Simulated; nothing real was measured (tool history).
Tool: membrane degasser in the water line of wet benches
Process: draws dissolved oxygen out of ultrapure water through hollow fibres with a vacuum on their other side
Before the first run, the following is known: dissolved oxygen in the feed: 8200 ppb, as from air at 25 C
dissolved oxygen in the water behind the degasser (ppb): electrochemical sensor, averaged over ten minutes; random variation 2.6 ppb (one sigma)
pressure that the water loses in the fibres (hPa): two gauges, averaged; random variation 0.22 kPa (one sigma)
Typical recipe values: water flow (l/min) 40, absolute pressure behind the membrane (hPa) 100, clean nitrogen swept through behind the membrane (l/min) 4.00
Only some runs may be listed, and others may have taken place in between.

| run | day | water flow (l/min) | absolute pressure behind the membrane (hPa) | clean nitrogen swept through behind the membrane (l/min) | dissolved oxygen in the water behind the degasser (ppb) | pressure that the water loses in the fibres (hPa) |
|---|---|---|---|---|---|---|
| 1 | 0.000 | 40 | 100 | 4.00 | 264.1 | 522.0 |
| 2 | 4.767 | 40 | 100 | 4.00 | 267.2 | 519.1 |
| 3 | 8.962 | 61 | 100 | 4.00 | 613.6 | 793.0 |
|  | 11.425 | vacuum gauge calibrated |
| 4 | 12.212 | 61 | 100 | 4.00 | 606.6 | 790.6 |
| 5 | 14.600 | 61 | 100 | 4.00 | 621.9 | 797.8 |
| 6 | 17.958 | 40 | 100 | 4.00 | 265.1 | 521.1 |
| 7 | 20.492 | 40 | 100 | 4.00 | 266.0 | 521.8 |
| 8 | 23.346 | 40 | 100 | 4.00 | 269.3 | 522.8 |
| 9 | 26.833 | 40 | 100 | 4.00 | 266.1 | 523.2 |
| 10 | 30.554 | 40 | 159 | 4.00 | 391.9 | 518.6 |
|  | 34.408 | vacuum gauge calibrated, once more |
| 11 | 34.408 | 40 | 159 | 4.00 | 388.4 | 526.3 |
| 12 | 36.483 | 40 | 159 | 4.00 | 398.7 | 522.8 |
| 13 | 39.962 | 40 | 100 | 4.00 | 259.0 | 523.9 |
| 14 | 43.133 | 40 | 114 | 4.00 | 290.7 | 530.1 |
| 15 | 46.146 | 40 | 114 | 4.00 | 294.9 | 524.6 |
| 16 | 48.212 | 40 | 114 | 4.00 | 285.6 | 520.9 |
| 17 | 50.862 | 40 | 114 | 4.00 | 295.2 | 527.1 |
| 18 | 54.625 | 52 | 64 | 4.00 | 346.6 | 684.0 |
| 19 | 57.850 | 48 | 64 | 6.60 | 256.3 | 626.7 |
| 20 | 61.025 | 38 | 171 | 1.68 | 721.4 | 498.2 |
| 21 | 63.792 | 29 | 219 | 3.02 | 434.3 | 381.5 |
| 22 | 67.967 | 63 | 79 | 8.80 | 507.6 | 823.8 |
| 23 | 71.079 | 33 | 62 | 1.90 | 167.0 | 433.6 |
| 24 | 74.271 | 33 | 62 | 1.90 | 164.2 | 435.1 |
| 25 | 77.388 | 33 | 62 | 1.90 | 165.8 | 433.3 |
| 26 | 80.079 | 30 | 61 | 11.12 | 52.7 | 395.1 |
| 27 | 82.792 | 25 | 99 | 3.13 | 142.4 | 325.8 |
| 28 | 86.208 | 31 | 168 | 6.30 | 199.8 | 406.5 |
| 29 | 89.867 | 31 | 168 | 6.30 | 202.3 | 406.6 |
| 30 | 92.408 | 31 | 168 | 6.30 | 198.8 | 406.8 |
| 31 | 94.858 | 32 | 64 | 4.00 | 104.8 | 417.8 |

Consider 3 possible next runs. They are alternatives, not a sequence: every one starts from the tool as it was left by run 31. What does each give?
| A | 98.858 | 31 | 64 | 4.00 | ? | ? |
| B | 98.858 | 31 | 88 | 4.00 | ? | ? |
| C | 98.858 | 27 | 116 | 5.94 | ? | ? |

| run | dissolved oxygen in the water behind the degasser (ppb) | pressure that the water loses in the fibres (hPa) |
|---|---|---|
| A | 97.7 | 406.6 |
| B | 143.8 | 405.7 |
| C | 114.1 | 354.8 |
What these runs would have given with no unlogged condition in the tool:
| run | dissolved oxygen in the water behind the degasser (ppb) | pressure that the water loses in the fibres (hPa) |
|---|---|---|
| A | 94.8 | 401.3 |
| B | 140.4 | 400.4 |
| C | 111.6 | 350.2 |

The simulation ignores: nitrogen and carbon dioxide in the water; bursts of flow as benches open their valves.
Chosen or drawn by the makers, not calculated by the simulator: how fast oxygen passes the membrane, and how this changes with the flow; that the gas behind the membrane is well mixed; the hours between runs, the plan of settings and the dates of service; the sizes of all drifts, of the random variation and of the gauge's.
